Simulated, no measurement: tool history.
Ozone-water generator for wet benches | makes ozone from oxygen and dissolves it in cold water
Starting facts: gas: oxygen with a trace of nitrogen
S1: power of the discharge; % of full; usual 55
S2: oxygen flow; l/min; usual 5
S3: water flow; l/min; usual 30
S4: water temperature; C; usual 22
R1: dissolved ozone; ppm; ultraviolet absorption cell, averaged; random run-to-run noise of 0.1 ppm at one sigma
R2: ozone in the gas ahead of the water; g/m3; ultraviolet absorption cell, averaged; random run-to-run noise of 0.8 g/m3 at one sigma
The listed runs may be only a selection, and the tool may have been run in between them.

run 1 day=0 | S1=55 S2=5 S3=30 S4=22 | R1=8.6 R2=123
run 2 day=1 | S1=55 S2=5 S3=25 S4=22 | R1=9.9 R2=123.2
run 3 day=2.704 | S1=55 S2=5 S3=25 S4=22 | R1=9.9 R2=122.4
run 4 day=3.858 | S1=55 S2=5 S3=30 S4=22 | R1=8.3 R2=122.3
run 5 day=5.108 | S1=55 S2=5 S3=30 S4=22 | R1=8.4 R2=122.6
run 6 day=6.038 | S1=55 S2=5 S3=30 S4=22 | R1=8.3 R2=122.4
run 7 day=6.871 | S1=55 S2=5 S3=30 S4=22 | R1=8.4 R2=122.3
run 8 day=8.158 | S1=55 S2=4.06 S3=31 S4=16 | R1=8.3 R2=133.5
run 9 day=9.567 | S1=93 S2=7.56 S3=30 S4=22 | R1=14 R2=158.8
run 10 day=10.746 | S1=88 S2=7.3 S3=30 S4=22 | R1=13 R2=153.7
run 11 day=11.567 | S1=54 S2=7.3 S3=30 S4=22 | R1=8.5 R2=101.5

Difference, measured minus no-hidden-state, one row per run. Run-to-run variation is common to both terms; the gauge's own scatter need not be:
The hidden state here: yield of the discharge, % of new electrodes'; contactor's efficiency, % of a clean one's; true water temperature over the reading, C; drift of the gauge itself on ozone_ppm, %; drift of the gauge itself on gas_g_m3, %.
run=1 R1=-0.1 R2=-0.7
run=2 R1=-0.2 R2=-0.9
run=3 R1=-0.2 R2=-1
run=4 R1=-0.2 R2=-1.1
run=5 R1=-0.2 R2=-1.3
run=6 R1=-0.2 R2=-1.5
run=7 R1=-0.2 R2=-1.6
run=8 R1=-0.2 R2=-1.8
run=9 R1=-0.5 R2=-3.9
run=10 R1=-0.6 R2=-3.8
run=11 R1=-0.3 R2=-1.7
